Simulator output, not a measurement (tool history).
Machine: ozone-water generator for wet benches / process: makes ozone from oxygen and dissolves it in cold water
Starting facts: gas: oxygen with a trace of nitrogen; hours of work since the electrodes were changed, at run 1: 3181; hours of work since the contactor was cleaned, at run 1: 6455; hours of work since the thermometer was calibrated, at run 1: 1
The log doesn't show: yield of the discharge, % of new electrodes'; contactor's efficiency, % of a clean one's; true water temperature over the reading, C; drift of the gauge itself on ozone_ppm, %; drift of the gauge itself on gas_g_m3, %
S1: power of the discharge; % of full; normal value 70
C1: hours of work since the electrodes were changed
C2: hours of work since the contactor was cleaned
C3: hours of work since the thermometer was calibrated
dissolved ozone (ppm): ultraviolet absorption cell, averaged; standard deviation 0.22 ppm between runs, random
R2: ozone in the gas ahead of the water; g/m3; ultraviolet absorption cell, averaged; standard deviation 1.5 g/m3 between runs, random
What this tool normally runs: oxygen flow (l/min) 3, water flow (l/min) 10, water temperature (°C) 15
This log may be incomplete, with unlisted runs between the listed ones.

{"run": 1, "hour": 0.0, "S1": 70, "oxygen flow (l/min)": 3, "water flow (l/min)": 10, "water temperature (°C)": 15, "C1": 3181, "C2": 6455, "C3": 1, "dissolved ozone (ppm)": 29.1, "R2": 270}
{"run": 2, "hour": 113.7, "S1": 70, "oxygen flow (l/min)": 3, "water flow (l/min)": 10, "water temperature (°C)": 15, "C1": 3292, "C2": 6567, "C3": 112, "dissolved ozone (ppm)": 29.3, "R2": 269.1}
{"run": 3, "hour": 192.7, "S1": 70, "oxygen flow (l/min)": 3, "water flow (l/min)": 10, "water temperature (°C)": 15, "C1": 3370, "C2": 6644, "C3": 190, "dissolved ozone (ppm)": 29.2, "R2": 270.5}
{"run": 4, "hour": 254.9, "S1": 70, "oxygen flow (l/min)": 3, "water flow (l/min)": 10, "water temperature (°C)": 10, "C1": 3431, "C2": 6705, "C3": 250, "dissolved ozone (ppm)": 31.5, "R2": 268.6}
{"run": 5, "hour": 334.4, "S1": 70, "oxygen flow (l/min)": 3, "water flow (l/min)": 10, "water temperature (°C)": 8, "C1": 3508, "C2": 6783, "C3": 328, "dissolved ozone (ppm)": 32.1, "R2": 266.8}
{"run": 6, "hour": 458.0, "S1": 70, "oxygen flow (l/min)": 3, "water flow (l/min)": 10, "water temperature (°C)": 8, "C1": 3629, "C2": 6904, "C3": 449, "dissolved ozone (ppm)": 32.2, "R2": 270.6}
{"run": 7, "hour": 552.8, "S1": 70, "oxygen flow (l/min)": 3, "water flow (l/min)": 10, "water temperature (°C)": 8, "C1": 3722, "C2": 6996, "C3": 542, "dissolved ozone (ppm)": 31.9, "R2": 266.8}
{"run": 8, "hour": 611.8, "S1": 70, "oxygen flow (l/min)": 3, "water flow (l/min)": 10, "water temperature (°C)": 21, "C1": 3780, "C2": 7054, "C3": 600, "dissolved ozone (ppm)": 26.3, "R2": 266.2}
{"run": 9, "hour": 667.5, "S1": 43, "oxygen flow (l/min)": 3, "water flow (l/min)": 10, "water temperature (°C)": 15, "C1": 3834, "C2": 7109, "C3": 654, "dissolved ozone (ppm)": 22, "R2": 205.5}
{"hour": 677.8, "done": "water thermometer calibrated"}
{"run": 10, "hour": 786.8, "S1": 70, "oxygen flow (l/min)": 3, "water flow (l/min)": 9, "water temperature (°C)": 15, "C1": 3951, "C2": 7225, "C3": 107, "dissolved ozone (ppm)": 30.9, "R2": 267.7}
{"run": 11, "hour": 853.8, "S1": 70, "oxygen flow (l/min)": 3, "water flow (l/min)": 10, "water temperature (°C)": 15, "C1": 4016, "C2": 7291, "C3": 172, "dissolved ozone (ppm)": 28.5, "R2": 270.2}
{"run": 12, "hour": 980.6, "S1": 70, "oxygen flow (l/min)": 3, "water flow (l/min)": 9, "water temperature (°C)": 15, "C1": 4140, "C2": 7415, "C3": 296, "dissolved ozone (ppm)": 30.7, "R2": 268.9}
{"hour": 996.1, "done": "water thermometer calibrated, once more"}
{"run": 13, "hour": 1112.2, "S1": 70, "oxygen flow (l/min)": 3, "water flow (l/min)": 9, "water temperature (°C)": 15, "C1": 4269, "C2": 7543, "C3": 114, "dissolved ozone (ppm)": 30.5, "R2": 267.6}
{"run": 14, "hour": 1211.7, "S1": 94, "oxygen flow (l/min)": 3, "water flow (l/min)": 12, "water temperature (°C)": 18, "C1": 4366, "C2": 7640, "C3": 211, "dissolved ozone (ppm)": 28.2, "R2": 313.1}
{"run": 15, "hour": 1274.2, "S1": 94, "oxygen flow (l/min)": 3, "water flow (l/min)": 12, "water temperature (°C)": 18, "C1": 4427, "C2": 7702, "C3": 272, "dissolved ozone (ppm)": 27.9, "R2": 312.9}
{"run": 16, "hour": 1379.6, "S1": 70, "oxygen flow (l/min)": 1.79, "water flow (l/min)": 7, "water temperature (°C)": 15, "C1": 4530, "C2": 7805, "C3": 375, "dissolved ozone (ppm)": 34.3, "R2": 333.7}
{"run": 17, "hour": 1433.4, "S1": 49, "oxygen flow (l/min)": 1.79, "water flow (l/min)": 7, "water temperature (°C)": 10, "C1": 4583, "C2": 7857, "C3": 428, "dissolved ozone (ppm)": 30.3, "R2": 270.7}
{"run": 18, "hour": 1531.6, "S1": 49, "oxygen flow (l/min)": 1.79, "water flow (l/min)": 7, "water temperature (°C)": 10, "C1": 4679, "C2": 7954, "C3": 524, "dissolved ozone (ppm)": 30.1, "R2": 272.3}
{"run": 19, "hour": 1645.2, "S1": 49, "oxygen flow (l/min)": 1.79, "water flow (l/min)": 7, "water temperature (°C)": 10, "C1": 4790, "C2": 8065, "C3": 635, "dissolved ozone (ppm)": 29.9, "R2": 272.9}
{"run": 20, "hour": 1752.0, "S1": 49, "oxygen flow (l/min)": 1.79, "water flow (l/min)": 7, "water temperature (°C)": 10, "C1": 4895, "C2": 8169, "C3": 740, "dissolved ozone (ppm)": 30, "R2": 273.8}
{"run": 21, "hour": 1808.0, "S1": 51, "oxygen flow (l/min)": 3, "water flow (l/min)": 10, "water temperature (°C)": 15, "C1": 4950, "C2": 8224, "C3": 795, "dissolved ozone (ppm)": 23.1, "R2": 221.4}
{"run": 22, "hour": 1871.4, "S1": 51, "oxygen flow (l/min)": 3, "water flow (l/min)": 10, "water temperature (°C)": 15, "C1": 5012, "C2": 8286, "C3": 857, "dissolved ozone (ppm)": 23.2, "R2": 222}
{"run": 23, "hour": 1979.7, "S1": 87, "oxygen flow (l/min)": 3, "water flow (l/min)": 15, "water temperature (°C)": 15, "C1": 5118, "C2": 8392, "C3": 963, "dissolved ozone (ppm)": 23.1, "R2": 298.3}
{"run": 24, "hour": 2051.8, "S1": 87, "oxygen flow (l/min)": 3, "water flow (l/min)": 15, "water temperature (°C)": 15, "C1": 5189, "C2": 8463, "C3": 1033, "dissolved ozone (ppm)": 23.1, "R2": 295.6}
{"run": 25, "hour": 2113.2, "S1": 87, "oxygen flow (l/min)": 3.74, "water flow (l/min)": 11, "water temperature (°C)": 15, "C1": 5249, "C2": 8523, "C3": 1094, "dissolved ozone (ppm)": 29.9, "R2": 271}
{"run": 26, "hour": 2169.6, "S1": 87, "oxygen flow (l/min)": 5.1, "water flow (l/min)": 10, "water temperature (°C)": 18, "C1": 5304, "C2": 8578, "C3": 1149, "dissolved ozone (ppm)": 30.2, "R2": 235.2}

3 ways to go on from here, each from the tool as it stands after run 26. What would each give?
{"run": "A", "hour": 2296.5, "S1": 70, "oxygen flow (l/min)": 3, "water flow (l/min)": 10, "water temperature (°C)": 8, "C1": 5428, "C2": 8702, "C3": 1273, "dissolved ozone (ppm)": "?", "R2": "?"}
{"run": "B", "hour": 2296.5, "S1": 55, "oxygen flow (l/min)": 5.1, "water flow (l/min)": 14, "water temperature (°C)": 12, "C1": 5428, "C2": 8702, "C3": 1273, "dissolved ozone (ppm)": "?", "R2": "?"}
{"run": "C", "hour": 2296.5, "S1": 87, "oxygen flow (l/min)": 1.95, "water flow (l/min)": 10, "water temperature (°C)": 10, "C1": 5428, "C2": 8702, "C3": 1273, "dissolved ozone (ppm)": "?", "R2": "?"}

run=A dissolved_ozone_(ppm)=30.6 R2=265.4
run=B dissolved_ozone_(ppm)=20.9 R2=181.6
run=C dissolved_ozone_(ppm)=31.2 R2=358
Had the tool no hidden state, the same runs would have come out as:
run=A dissolved_ozone_(ppm)=36.2 R2=281.4
run=B dissolved_ozone_(ppm)=24.7 R2=191
run=C dissolved_ozone_(ppm)=37.1 R2=382.4
